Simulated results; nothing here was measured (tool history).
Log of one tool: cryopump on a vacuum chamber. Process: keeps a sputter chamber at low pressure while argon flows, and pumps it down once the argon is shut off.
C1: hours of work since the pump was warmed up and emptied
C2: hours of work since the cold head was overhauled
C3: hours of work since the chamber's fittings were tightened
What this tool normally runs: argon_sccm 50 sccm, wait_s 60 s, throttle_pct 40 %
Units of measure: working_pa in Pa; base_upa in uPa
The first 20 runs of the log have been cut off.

run 21 hour=1059.8 | argon_sccm=79 wait_s=244 throttle_pct=15 | C1=312 C2=1485 C3=395 | working_pa=0.7617 base_upa=0.87
run 22 hour=1108.6 | argon_sccm=50 wait_s=114 throttle_pct=27 | C1=350 C2=1523 C3=433 | working_pa=0.2842 base_upa=1.3
-- hour=1134.1 pump warmed up, emptied and cooled again
run 23 hour=1176.9 | argon_sccm=43 wait_s=28 throttle_pct=20 | C1=33 C2=1572 C3=482 | working_pa=0.296 base_upa=3.2
run 24 hour=1223.8 | argon_sccm=43 wait_s=28 throttle_pct=20 | C1=69 C2=1608 C3=518 | working_pa=0.3002 base_upa=3.25
run 25 hour=1258.9 | argon_sccm=50 wait_s=60 throttle_pct=16 | C1=97 C2=1635 C3=545 | working_pa=0.4335 base_upa=1.81
run 26 hour=1309.2 | argon_sccm=50 wait_s=60 throttle_pct=16 | C1=136 C2=1674 C3=584 | working_pa=0.4366 base_upa=1.83
run 27 hour=1368.2 | argon_sccm=39 wait_s=61 throttle_pct=30 | C1=181 C2=1720 C3=630 | working_pa=0.1894 base_upa=1.88
run 28 hour=1416.8 | argon_sccm=50 wait_s=80 throttle_pct=40 | C1=219 C2=1757 C3=667 | working_pa=0.1884 base_upa=1.58
run 29 hour=1455.5 | argon_sccm=55 wait_s=60 throttle_pct=40 | C1=249 C2=1787 C3=697 | working_pa=0.2104 base_upa=2
run 30 hour=1501.5 | argon_sccm=30 wait_s=61 throttle_pct=43 | C1=284 C2=1823 C3=733 | working_pa=0.1091 base_upa=1.92
run 31 hour=1549.5 | argon_sccm=30 wait_s=61 throttle_pct=43 | C1=321 C2=1860 C3=770 | working_pa=0.1118 base_upa=2.08
run 32 hour=1584.2 | argon_sccm=23 wait_s=50 throttle_pct=41 | C1=348 C2=1887 C3=797 | working_pa=0.0913 base_upa=2.39
-- hour=1610.4 pump warmed up, emptied and cooled again
run 33 hour=1625.4 | argon_sccm=50 wait_s=60 throttle_pct=41 | C1=12 C2=1915 C3=825 | working_pa=0.1687 base_upa=1.83
run 34 hour=1664.3 | argon_sccm=50 wait_s=60 throttle_pct=41 | C1=42 C2=1945 C3=855 | working_pa=0.1715 base_upa=1.95
run 35 hour=1725.4 | argon_sccm=50 wait_s=60 throttle_pct=41 | C1=89 C2=1992 C3=902 | working_pa=0.1752 base_upa=1.93

Each row is a separate what-if for the run after 35, all from the same tool condition, not one after another. Results?
run A hour=1784.2 | argon_sccm=41 wait_s=60 throttle_pct=36 | C1=135 C2=2038 C3=948 | working_pa=? base_upa=?
run B hour=1784.2 | argon_sccm=57 wait_s=164 throttle_pct=27 | C1=135 C2=2038 C3=948 | working_pa=? base_upa=?
run C hour=1784.2 | argon_sccm=44 wait_s=60 throttle_pct=27 | C1=135 C2=2038 C3=948 | working_pa=? base_upa=?

run=A working_pa=0.1641 base_upa=2.03
run=B working_pa=0.3009 base_upa=1.17
run=C working_pa=0.2319 base_upa=1.98
Had the tool no hidden state, the same runs would have come out as:
run=A working_pa=0.1551 base_upa=1.55
run=B working_pa=0.2883 base_upa=0.69
run=C working_pa=0.2222 base_upa=1.52
